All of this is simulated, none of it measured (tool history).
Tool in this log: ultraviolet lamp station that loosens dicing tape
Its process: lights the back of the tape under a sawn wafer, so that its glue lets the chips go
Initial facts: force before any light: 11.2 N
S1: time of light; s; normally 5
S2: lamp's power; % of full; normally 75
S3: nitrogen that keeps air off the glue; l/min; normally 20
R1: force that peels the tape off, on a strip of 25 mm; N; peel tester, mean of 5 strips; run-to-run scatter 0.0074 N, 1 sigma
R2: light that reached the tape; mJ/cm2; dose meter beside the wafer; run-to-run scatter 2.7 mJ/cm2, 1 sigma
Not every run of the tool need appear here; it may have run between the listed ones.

run,hour,S1,S2,S3,R1,R2
1,0,5,75,20,0.356,329
2,12.5,5,75,20,0.382,326
3,22.9,5,75,20,0.391,318
4,31.9,5,75,20,0.356,324
5,49.4,5,75,20,0.386,321
6,64.2,5,75,20,0.38,318
7,75.7,5,90,20,0.264,377
8,91.4,5,69,20,0.486,289
9,108.9,5,75,29,0.277,315
10,118,5,75,29,0.299,315
11,127.9,5,75,20,0.392,313
12,143.1,5,75,20,0.4,307
13,157.5,5,75,20,0.423,307
14,165.7,6,75,20,0.257,371
15,174,9,75,20,0.176,552
# hour 175.9: window cleaned of glue's vapour
16,182.3,9,75,20,0.16,541
17,199.5,4,63,30,0.8,200
18,217.2,9,71,15,0.203,509
# hour 230.1: window cleaned of glue's vapour, once more
19,231.3,9,71,15,0.186,562
20,245.2,4,88,8,1.01,312
21,256.2,5,80,20,0.29,352
22,272.8,5,80,20,0.32,354
23,286.1,5,80,20,0.311,347
24,294.4,2,97,16,1.883,166
25,306.1,2,97,16,1.874,165
26,314,2,97,16,1.88,168

4 options for the next run, each taken on its own from the tool as it stands now. Forecast them:
A,322.7,3,91,6,?,?
B,322.7,3,75,12,?,?
C,322.7,4,84,16,?,?
D,322.7,9,88,13,?,?

run,R1,R2
A,2.087,238
B,1.815,192
C,0.596,287
D,0.161,679
The same runs, with their run-to-run variation unchanged, on a tool lacking any hidden condition would have given:
run,R1,R2
A,1.649,273
B,1.403,221
C,0.428,330
D,0.154,781

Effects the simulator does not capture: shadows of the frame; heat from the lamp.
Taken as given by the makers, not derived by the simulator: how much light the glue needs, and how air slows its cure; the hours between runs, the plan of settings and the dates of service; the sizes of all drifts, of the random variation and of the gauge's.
